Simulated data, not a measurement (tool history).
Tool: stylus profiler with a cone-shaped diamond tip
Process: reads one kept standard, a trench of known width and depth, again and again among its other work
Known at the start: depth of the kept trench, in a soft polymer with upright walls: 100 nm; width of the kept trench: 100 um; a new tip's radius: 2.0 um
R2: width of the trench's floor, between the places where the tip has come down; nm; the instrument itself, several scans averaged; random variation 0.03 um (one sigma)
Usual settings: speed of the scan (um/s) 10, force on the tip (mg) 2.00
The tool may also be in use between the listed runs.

{"run": 1, "hour": 0.0, "speed of the scan (um/s)": 10, "force on the tip (mg)": 2.0, "depth of the trench (nm)": 101.19, "R2": 98620}
{"run": 2, "hour": 29.7, "speed of the scan (um/s)": 10, "force on the tip (mg)": 2.47, "depth of the trench (nm)": 101.31, "R2": 98660}
{"run": 3, "hour": 54.9, "speed of the scan (um/s)": 10, "force on the tip (mg)": 4.07, "depth of the trench (nm)": 101.71, "R2": 98670}
{"run": 4, "hour": 106.1, "speed of the scan (um/s)": 10, "force on the tip (mg)": 4.07, "depth of the trench (nm)": 102.03, "R2": 98630}
{"hour": 145.4, "done": "new tip fitted, height scale calibrated"}
{"run": 5, "hour": 152.6, "speed of the scan (um/s)": 10, "force on the tip (mg)": 2.0, "depth of the trench (nm)": 101.02, "R2": 98720}
{"run": 6, "hour": 204.6, "speed of the scan (um/s)": 10, "force on the tip (mg)": 2.0, "depth of the trench (nm)": 101.07, "R2": 98710}
{"run": 7, "hour": 251.5, "speed of the scan (um/s)": 14, "force on the tip (mg)": 2.0, "depth of the trench (nm)": 101.09, "R2": 98720}
{"run": 8, "hour": 286.4, "speed of the scan (um/s)": 7, "force on the tip (mg)": 2.0, "depth of the trench (nm)": 101.06, "R2": 98750}
{"run": 9, "hour": 324.3, "speed of the scan (um/s)": 7, "force on the tip (mg)": 2.0, "depth of the trench (nm)": 101.26, "R2": 98710}
{"run": 10, "hour": 353.0, "speed of the scan (um/s)": 10, "force on the tip (mg)": 2.0, "depth of the trench (nm)": 101.17, "R2": 98700}
{"run": 11, "hour": 387.3, "speed of the scan (um/s)": 10, "force on the tip (mg)": 2.0, "depth of the trench (nm)": 101.12, "R2": 98690}
{"run": 12, "hour": 428.2, "speed of the scan (um/s)": 10, "force on the tip (mg)": 2.0, "depth of the trench (nm)": 101.31, "R2": 98660}
{"run": 13, "hour": 460.8, "speed of the scan (um/s)": 10, "force on the tip (mg)": 2.0, "depth of the trench (nm)": 101.23, "R2": 98670}
{"run": 14, "hour": 489.3, "speed of the scan (um/s)": 10, "force on the tip (mg)": 3.21, "depth of the trench (nm)": 101.45, "R2": 98710}
{"run": 15, "hour": 514.8, "speed of the scan (um/s)": 10, "force on the tip (mg)": 3.21, "depth of the trench (nm)": 101.54, "R2": 98720}
{"run": 16, "hour": 550.5, "speed of the scan (um/s)": 18, "force on the tip (mg)": 3.21, "depth of the trench (nm)": 101.52, "R2": 98650}
{"run": 17, "hour": 577.3, "speed of the scan (um/s)": 10, "force on the tip (mg)": 2.95, "depth of the trench (nm)": 101.48, "R2": 98660}
{"run": 18, "hour": 628.8, "speed of the scan (um/s)": 10, "force on the tip (mg)": 0.72, "depth of the trench (nm)": 100.63, "R2": 98670}
{"run": 19, "hour": 675.0, "speed of the scan (um/s)": 10, "force on the tip (mg)": 2.0, "depth of the trench (nm)": 101.08, "R2": 98710}
{"run": 20, "hour": 715.5, "speed of the scan (um/s)": 10, "force on the tip (mg)": 0.86, "depth of the trench (nm)": 100.61, "R2": 98690}
{"run": 21, "hour": 743.0, "speed of the scan (um/s)": 10, "force on the tip (mg)": 2.0, "depth of the trench (nm)": 101.06, "R2": 98670}
{"run": 22, "hour": 782.5, "speed of the scan (um/s)": 10, "force on the tip (mg)": 2.0, "depth of the trench (nm)": 101.08, "R2": 98700}
{"run": 23, "hour": 810.6, "speed of the scan (um/s)": 10, "force on the tip (mg)": 2.0, "depth of the trench (nm)": 101.1, "R2": 98720}
{"run": 24, "hour": 847.0, "speed of the scan (um/s)": 10, "force on the tip (mg)": 2.0, "depth of the trench (nm)": 101.14, "R2": 98690}
{"run": 25, "hour": 880.6, "speed of the scan (um/s)": 11, "force on the tip (mg)": 2.0, "depth of the trench (nm)": 101.15, "R2": 98750}
{"run": 26, "hour": 934.3, "speed of the scan (um/s)": 10, "force on the tip (mg)": 2.52, "depth of the trench (nm)": 101.35, "R2": 98700}
{"run": 27, "hour": 980.7, "speed of the scan (um/s)": 10, "force on the tip (mg)": 2.52, "depth of the trench (nm)": 101.23, "R2": 98710}
{"run": 28, "hour": 1008.2, "speed of the scan (um/s)": 33, "force on the tip (mg)": 1.0, "depth of the trench (nm)": 100.62, "R2": 98500}
{"run": 29, "hour": 1037.7, "speed of the scan (um/s)": 33, "force on the tip (mg)": 1.0, "depth of the trench (nm)": 100.69, "R2": 98500}
{"run": 30, "hour": 1085.7, "speed of the scan (um/s)": 27, "force on the tip (mg)": 2.05, "depth of the trench (nm)": 101.08, "R2": 98590}
{"run": 31, "hour": 1129.9, "speed of the scan (um/s)": 27, "force on the tip (mg)": 2.05, "depth of the trench (nm)": 101.36, "R2": 98630}
{"run": 32, "hour": 1157.5, "speed of the scan (um/s)": 10, "force on the tip (mg)": 5.17, "depth of the trench (nm)": 102.2, "R2": 98730}
{"run": 33, "hour": 1183.0, "speed of the scan (um/s)": 10, "force on the tip (mg)": 0.7, "depth of the trench (nm)": 100.48, "R2": 98700}
{"run": 34, "hour": 1205.1, "speed of the scan (um/s)": 22, "force on the tip (mg)": 1.15, "depth of the trench (nm)": 100.79, "R2": 98560}
{"run": 35, "hour": 1251.3, "speed of the scan (um/s)": 22, "force on the tip (mg)": 1.15, "depth of the trench (nm)": 100.73, "R2": 98580}
{"run": 36, "hour": 1275.4, "speed of the scan (um/s)": 3, "force on the tip (mg)": 5.92, "depth of the trench (nm)": 102.27, "R2": 98690}
{"run": 37, "hour": 1305.1, "speed of the scan (um/s)": 3, "force on the tip (mg)": 5.92, "depth of the trench (nm)": 102.38, "R2": 98700}
{"run": 38, "hour": 1356.2, "speed of the scan (um/s)": 4, "force on the tip (mg)": 4.39, "depth of the trench (nm)": 101.84, "R2": 98690}
{"run": 39, "hour": 1379.2, "speed of the scan (um/s)": 4, "force on the tip (mg)": 4.39, "depth of the trench (nm)": 101.75, "R2": 98690}
{"run": 40, "hour": 1411.4, "speed of the scan (um/s)": 4, "force on the tip (mg)": 4.39, "depth of the trench (nm)": 101.99, "R2": 98700}
{"run": 41, "hour": 1459.6, "speed of the scan (um/s)": 4, "force on the tip (mg)": 4.39, "depth of the trench (nm)": 101.84, "R2": 98690}
{"run": 42, "hour": 1492.4, "speed of the scan (um/s)": 4, "force on the tip (mg)": 4.39, "depth of the trench (nm)": 101.81, "R2": 98760}
{"run": 43, "hour": 1543.3, "speed of the scan (um/s)": 3, "force on the tip (mg)": 2.0, "depth of the trench (nm)": 101.1, "R2": 98700}
{"run": 44, "hour": 1568.9, "speed of the scan (um/s)": 3, "force on the tip (mg)": 2.0, "depth of the trench (nm)": 101.03, "R2": 98690}
{"run": 45, "hour": 1616.8, "speed of the scan (um/s)": 4, "force on the tip (mg)": 2.0, "depth of the trench (nm)": 101.06, "R2": 98670}
{"run": 46, "hour": 1659.7, "speed of the scan (um/s)": 3, "force on the tip (mg)": 5.56, "depth of the trench (nm)": 102.38, "R2": 98770}
{"run": 47, "hour": 1700.6, "speed of the scan (um/s)": 6, "force on the tip (mg)": 4.71, "depth of the trench (nm)": 101.89, "R2": 98730}

Measured less the same run without the tool's hidden state. The same run-to-run variation is in both; the gauge's scatter may not be:
The hidden state here: radius of the tip, um; height scale over the true one, %; drift of the gauge itself on depth_nm, %; drift of the gauge itself on floor_um, %.
run=1 R2=-40
run=2 R2=-40
run=3 R2=-40
run=4 R2=-40
run=5 R2=+0
run=6 R2=+0
run=7 R2=+0
run=8 R2=+0
run=9 R2=-10
run=10 R2=+0
run=11 R2=+0
run=12 R2=+0
run=13 R2=-10
run=14 R2=+0
run=15 R2=+0
run=16 R2=-10
run=17 R2=-10
run=18 R2=+0
run=19 R2=-10
run=20 R2=-10
run=21 R2=-10
run=22 R2=-10
run=23 R2=-10
run=24 R2=-10
run=25 R2=-10
run=26 R2=-10
run=27 R2=-10
run=28 R2=-10
run=29 R2=-10
run=30 R2=-20
run=31 R2=-10
run=32 R2=-10
run=33 R2=-10
run=34 R2=-10
run=35 R2=-10
run=36 R2=-20
run=37 R2=-10
run=38 R2=-20
run=39 R2=-20
run=40 R2=-20
run=41 R2=-20
run=42 R2=-10
run=43 R2=-20
run=44 R2=-10
run=45 R2=-20
run=46 R2=-20
run=47 R2=-20
depth of the trench (nm): within 0.04 of the measured result in every run.

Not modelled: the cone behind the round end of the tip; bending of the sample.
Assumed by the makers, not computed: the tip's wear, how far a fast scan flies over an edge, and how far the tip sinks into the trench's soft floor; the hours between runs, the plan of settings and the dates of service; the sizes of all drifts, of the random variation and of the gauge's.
